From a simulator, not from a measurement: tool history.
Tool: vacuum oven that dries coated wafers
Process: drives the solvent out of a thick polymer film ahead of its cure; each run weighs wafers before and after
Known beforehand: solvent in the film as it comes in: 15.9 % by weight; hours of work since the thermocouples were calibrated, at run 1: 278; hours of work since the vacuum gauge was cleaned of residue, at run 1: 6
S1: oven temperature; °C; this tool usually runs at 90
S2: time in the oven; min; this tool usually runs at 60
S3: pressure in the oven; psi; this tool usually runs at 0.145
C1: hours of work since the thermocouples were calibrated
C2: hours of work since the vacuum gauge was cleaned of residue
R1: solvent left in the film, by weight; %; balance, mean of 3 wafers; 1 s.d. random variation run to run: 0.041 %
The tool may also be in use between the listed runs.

| run | hour | S1 | S2 | S3 | C1 | C2 | R1 |
|---|---|---|---|---|---|---|---|
| 1 | 0 | 90 | 60 | 0.145 | 278 | 6 | 1.42 |
| 2 | 114.2 | 90 | 60 | 0.145 | 335 | 64 | 1.44 |
| 3 | 167.3 | 90 | 60 | 0.145 | 362 | 90 | 1.45 |
| 4 | 282.4 | 90 | 60 | 0.145 | 420 | 148 | 1.49 |
| 5 | 351.9 | 90 | 60 | 0.145 | 455 | 183 | 1.48 |
| 6 | 407.2 | 90 | 53 | 0.145 | 483 | 211 | 1.72 |
| 7 | 463.4 | 90 | 53 | 0.145 | 511 | 239 | 1.66 |
| 8 | 524.8 | 90 | 53 | 0.145 | 542 | 270 | 1.72 |
| 9 | 613.9 | 90 | 60 | 0.145 | 587 | 315 | 1.47 |
| 10 | 664.4 | 90 | 90 | 0.145 | 612 | 340 | 0.96 |
| 11 | 747.6 | 90 | 60 | 0.145 | 654 | 382 | 1.47 |
| 12 | 827.3 | 90 | 60 | 0.145 | 694 | 422 | 1.52 |
| 13 | 918.8 | 90 | 60 | 0.145 | 740 | 468 | 1.39 |
| 14 | 1001.2 | 90 | 60 | 0.145 | 782 | 510 | 1.5 |
| 15 | 1087.8 | 90 | 60 | 0.145 | 825 | 553 | 1.41 |
| 16 | 1164.8 | 90 | 60 | 0.145 | 864 | 592 | 1.43 |
| 17 | 1248.7 | 90 | 60 | 0.145 | 906 | 634 | 1.48 |
| 18 | 1308 | 90 | 60 | 0.145 | 936 | 664 | 1.45 |
| 19 | 1407.4 | 90 | 62 | 0.145 | 986 | 714 | 1.39 |
| 20 | 1458.6 | 90 | 62 | 0.145 | 1012 | 740 | 1.42 |
| 21 | 1553.1 | 90 | 32 | 0.145 | 1059 | 787 | 3.12 |
|  | 1561.8 | vacuum gauge cleaned of residue and calibrated |
| 22 | 1645.8 | 90 | 32 | 0.145 | 1105 | 42 | 3.24 |
| 23 | 1727.1 | 90 | 32 | 0.145 | 1146 | 83 | 3.18 |
| 24 | 1779.6 | 103 | 33 | 0.145 | 1172 | 110 | 0.83 |
| 25 | 1833.5 | 103 | 33 | 0.145 | 1199 | 137 | 0.9 |
| 26 | 1887 | 103 | 33 | 0.145 | 1226 | 164 | 0.85 |
| 27 | 1978.2 | 83 | 60 | 0.571 | 1272 | 209 | 5.54 |
| 28 | 2084.2 | 85 | 66 | 0.145 | 1326 | 263 | 2.35 |
| 29 | 2137.3 | 78 | 81 | 0.145 | 1352 | 289 | 3.57 |
|  | 2203.4 | vacuum gauge cleaned of residue and calibrated, once more |
| 30 | 2231.3 | 90 | 75 | 0.145 | 1399 | 14 | 0.84 |
| 31 | 2354.8 | 90 | 75 | 0.145 | 1461 | 76 | 0.88 |
|  | 2462.4 | oven's thermocouples calibrated |
| 32 | 2462.4 | 83 | 75 | 0.306 | 0 | 129 | 3.67 |
| 33 | 2512.9 | 90 | 31 | 0.573 | 25 | 155 | 5.71 |
| 34 | 2611.2 | 84 | 58 | 0.577 | 75 | 204 | 5.82 |
| 35 | 2664.1 | 100 | 60 | 0.097 | 101 | 231 | 0.47 |
| 36 | 2751.7 | 90 | 60 | 0.094 | 145 | 275 | 1.25 |
| 37 | 2841.8 | 88 | 60 | 0.466 | 191 | 320 | 3.73 |
| 38 | 2951 | 77 | 59 | 0.194 | 246 | 375 | 5.89 |
| 39 | 3001.4 | 76 | 108 | 0.228 | 271 | 400 | 4.18 |
| 40 | 3110.6 | 90 | 60 | 0.267 | 326 | 455 | 2.26 |
| 41 | 3179.7 | 90 | 77 | 0.267 | 361 | 490 | 1.89 |
| 42 | 3280.8 | 90 | 71 | 0.145 | 412 | 541 | 1.24 |
| 43 | 3371.3 | 100 | 36 | 0.145 | 457 | 586 | 1.08 |
| 44 | 3485 | 80 | 60 | 0.145 | 514 | 644 | 4.33 |
| 45 | 3576.6 | 80 | 60 | 0.145 | 560 | 690 | 4.24 |
| 46 | 3656.5 | 94 | 67 | 0.167 | 601 | 730 | 1.04 |

Entry by entry between the runs, the difference in hidden state between the last listed run before and the first listed run after:
Between runs 21 and 22: vacuum gauge cleaned of residue and calibrated (hour 1561.8)
  true wafer temperature over the reading, C: 2.25 -> 2.35; true pressure over the reading, kPa: 0.331 -> 0.553
  the result without the hidden state subtracted from the measured one, R1: -0.5 -> -0.39 %
Between runs 29 and 30: vacuum gauge cleaned of residue and calibrated, once more (hour 2203.4)
  true wafer temperature over the reading, C: 2.84 -> 2.93; true pressure over the reading, kPa: 0.66 -> 0.001
  the result without the hidden state subtracted from the measured one, R1: -0.28 -> -0.29 %
Between runs 31 and 32: oven's thermocouples calibrated (hour 2462.4)
  true wafer temperature over the reading, C: 3.05 -> 0; true pressure over the reading, kPa: 0.03 -> 0.053
  the result without the hidden state subtracted from the measured one, R1: -0.29 -> +0.05 %
